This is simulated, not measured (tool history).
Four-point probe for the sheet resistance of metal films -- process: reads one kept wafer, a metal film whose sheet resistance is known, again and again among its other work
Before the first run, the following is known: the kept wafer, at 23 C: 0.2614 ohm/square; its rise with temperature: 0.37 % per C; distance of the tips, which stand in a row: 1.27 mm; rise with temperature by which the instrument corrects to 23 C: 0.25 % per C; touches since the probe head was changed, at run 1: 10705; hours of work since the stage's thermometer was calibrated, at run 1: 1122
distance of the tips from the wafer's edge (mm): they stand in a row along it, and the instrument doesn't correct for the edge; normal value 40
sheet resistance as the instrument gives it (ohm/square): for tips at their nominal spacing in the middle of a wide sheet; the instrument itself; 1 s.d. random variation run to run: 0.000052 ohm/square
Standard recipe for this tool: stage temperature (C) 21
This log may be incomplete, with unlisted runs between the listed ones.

run	hour	stage temperature (C)	distance of the tips from the wafer's edge (mm)	touches since the probe head was changed	hours of work since the stage's thermometer was calibrated	sheet resistance as the instrument gives it (ohm/square)
1	0.0	21	40	10705	1122	0.262601
2	22.7	21	4	11204	1139	0.275938
3	42.7	21	4	11645	1154	0.275979
4	64.5	21	40	12123	1170	0.262588
5	79.8	21	40	12460	1181	0.262692
6	106.6	21	40	13050	1201	0.262663
7	127.8	24	40	13517	1216	0.263539
8	149.3	24	40	13989	1232	0.263592
9	161.2	24	6	14252	1241	0.269603
10	173.5	24	40	14521	1250	0.263646
11	192.8	24	40	14946	1264	0.263545
12	211.6	21	40	15359	1278	0.262764
13	233.5	21	40	15842	1294	0.262579
14	260.3	21	40	16431	1314	0.262685
15	280.3	21	40	16871	1329	0.262629
16	296.0	21	40	17217	1340	0.262636
17	320.9	22	40	17765	1359	0.262937
18	333.4	22	40	18039	1368	0.262913
19	348.0	21	40	18360	1378	0.262602
20	371.1	21	40	18869	1395	0.262600
21	392.9	22	17	19348	1411	0.263671
22	415.2	27	32	19839	1428	0.264576
23	434.6	23	65	20267	1442	0.263099
24	455.0	23	65	20714	1457	0.263071
25	475.2	23	65	21160	1472	0.263083
26	491.7	23	65	21523	1484	0.263207
27	506.9	31	65	21856	1495	0.265631
28	530.9	22	11	22385	1513	0.264695
29	543.9	23	8	22670	1523	0.266534
30	565.7	26	51	23150	1539	0.264111
31	587.9	21	3	23638	1555	0.285347
32	609.4	24	53	24111	1571	0.263466
33	631.6	34	40	24599	1587	0.266640
34	649.9	34	7	25002	1601	0.271119
35	669.7	24	6	25439	1615	0.269533
36	692.6	19	47	25941	1632	0.261824
37	720.2	19	30	26550	1653	0.262101
38	746.4	26	3	27126	1672	0.287078
39	764.0	26	3	27513	1685	0.287085

Selected run-to-run steps in sheet resistance as the instrument gives it (ohm/square), each split into two signed amounts: the part the tool would show with no hidden state at all (from settings, incoming material and random variation), and the remainder, which goes to the hidden state together with any gauge scatter not common to the measured and the hidden-state-free results:
Unlogged tool condition in this case: inner tips' distance over the nominal, %; tips' flats over new ones', %; wafer's true temperature over the reading, C; drift of the gauge itself on sheet_ohm, %.
Run 30 -> 31: stage temperature (C) 26 -> 21, distance of the tips from the wafer's edge (mm) 51 -> 3. sheet resistance as the instrument gives it (ohm/square) +0.021236: hidden state +0.000133, all else +0.021103.
Run 31 -> 32: stage temperature (C) 21 -> 24, distance of the tips from the wafer's edge (mm) 3 -> 53. sheet resistance as the instrument gives it (ohm/square) -0.021881: hidden state -0.000138, all else -0.021743.
Run 37 -> 38: stage temperature (C) 19 -> 26, distance of the tips from the wafer's edge (mm) 30 -> 3. sheet resistance as the instrument gives it (ohm/square) +0.024977: hidden state +0.000138, all else +0.024839.
